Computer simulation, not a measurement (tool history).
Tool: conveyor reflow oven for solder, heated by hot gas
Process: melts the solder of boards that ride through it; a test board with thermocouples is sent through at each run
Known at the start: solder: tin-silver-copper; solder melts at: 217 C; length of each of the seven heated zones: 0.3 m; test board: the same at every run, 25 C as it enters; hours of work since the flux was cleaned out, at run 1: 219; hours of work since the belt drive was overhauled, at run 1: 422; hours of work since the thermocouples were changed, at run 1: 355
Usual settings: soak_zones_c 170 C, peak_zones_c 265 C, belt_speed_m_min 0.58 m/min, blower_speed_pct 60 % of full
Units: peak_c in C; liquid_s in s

run,hour,soak_zones_c,peak_zones_c,belt_speed_m_min,blower_speed_pct,hours of work since the flux was cleaned out,hours of work since the belt drive was overhauled,hours of work since the thermocouples were changed,peak_c,liquid_s
1,0,170,265,0.58,60,219,422,355,246.2,41.5
# hour 25.5: flux residue cleaned out of gas plates and filters
2,48.7,170,265,0.58,60,13,445,379,247.3,42.6
3,69.6,170,269,0.58,60,24,457,390,250.6,44.5
4,90.1,170,269,0.504,60,35,468,401,255.4,55.3
5,127.2,170,265,0.58,60,55,488,421,247.3,42.1
6,166.8,170,265,0.58,60,76,509,442,247.3,42.6
7,212.1,170,265,0.58,60,100,533,467,246.9,41.9
8,253.3,170,265,0.58,52,123,555,489,244,39.3
9,278.2,170,265,0.58,60,136,569,502,247,42.2
10,321.8,170,265,0.58,60,159,592,526,247,42.1
11,347.5,170,265,0.58,60,173,606,540,246.8,42.2
12,386.1,170,265,0.521,60,194,627,560,250.2,50.4
13,418.7,170,265,0.58,60,212,644,578,246.9,41.6
# hour 456.9: flux residue cleaned out of gas plates and filters
14,465.7,170,265,0.58,60,5,667,600,247.8,42.7
15,508.7,174,265,0.58,60,28,690,624,248.6,44.9
16,538.5,160,272,0.58,63,44,706,640,253.2,43.7
# hour 560.9: belt drive overhauled, speed set with a stopwatch
17,571.9,160,272,0.58,63,60,6,655,252.3,42.3
18,603.2,160,272,0.58,63,77,23,672,252.1,42.3
19,631.2,164,261,0.522,56,92,38,687,244.7,42.7

Forecast run 20:
20,663.1,164,272,0.522,56,109,55,705,?,?

peak_c: 254.3 C
liquid_s: 49.8 s
Without the tool's hidden state the same run would have given peak_c 254.4 C, liquid_s 49.9 s.
